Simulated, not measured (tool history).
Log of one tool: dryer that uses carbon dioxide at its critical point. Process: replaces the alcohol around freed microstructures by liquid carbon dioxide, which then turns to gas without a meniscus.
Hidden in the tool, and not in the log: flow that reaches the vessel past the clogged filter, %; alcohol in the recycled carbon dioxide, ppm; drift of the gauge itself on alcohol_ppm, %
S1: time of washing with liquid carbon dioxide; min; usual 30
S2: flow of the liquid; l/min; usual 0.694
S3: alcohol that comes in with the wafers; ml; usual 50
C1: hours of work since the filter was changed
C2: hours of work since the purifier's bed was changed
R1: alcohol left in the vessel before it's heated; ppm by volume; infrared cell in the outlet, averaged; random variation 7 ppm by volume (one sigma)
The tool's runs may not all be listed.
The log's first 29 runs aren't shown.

Run 30, day 7.696: usual settings but S2 0.674 l/min, S3 37 ml; C1 218; C2 266. Result: R1 330 ppm by volume.
Run 31, day 7.896: usual settings but S1 21 min; C1 221; C2 269. Result: R1 1099 ppm by volume.
Run 32, day 8.104: usual settings but S1 21 min, S3 110 ml; C1 224; C2 272. Result: R1 2400 ppm by volume.
Run 33, day 8.367: usual settings but S1 27 min, S2 0.473 l/min, S3 21 ml; C1 228; C2 276. Result: R1 666 ppm by volume.
Run 34, day 8.654: usual settings but S1 47 min, S2 0.517 l/min, S3 75 ml; C1 233; C2 281. Result: R1 372 ppm by volume.
Run 35, day 8.838: usual settings but S1 47 min, S2 0.554 l/min, S3 75 ml; C1 236; C2 283. Result: R1 283 ppm by volume.
Run 36, day 9.054: usual settings but S1 37 min, S2 0.856 l/min, S3 110 ml; C1 239; C2 287. Result: R1 153 ppm by volume.
Run 37, day 9.308: usual settings but S1 37 min, S2 0.856 l/min, S3 110 ml; C1 243; C2 291. Result: R1 151 ppm by volume.
Run 38, day 9.704: usual settings but S1 37 min, S2 0.856 l/min, S3 110 ml; C1 249; C2 297. Result: R1 159 ppm by volume.
Run 39, day 9.925: usual settings but S1 19 min, S2 0.856 l/min, S3 63 ml; C1 252; C2 300. Result: R1 1080 ppm by volume.
Run 40, day 10.104: usual settings but S1 37 min; C1 255; C2 303. Result: R1 203 ppm by volume.

The next listed run, before its measurement:
Run 41, day 10.488: usual settings but S1 34 min, S2 0.604 l/min, S3 92 ml; C1 261; C2 309. Result: R1 ?.

Run 41 gave R1 832 ppm by volume.
Without the tool's hidden state the same run would have given R1 649 ppm by volume.

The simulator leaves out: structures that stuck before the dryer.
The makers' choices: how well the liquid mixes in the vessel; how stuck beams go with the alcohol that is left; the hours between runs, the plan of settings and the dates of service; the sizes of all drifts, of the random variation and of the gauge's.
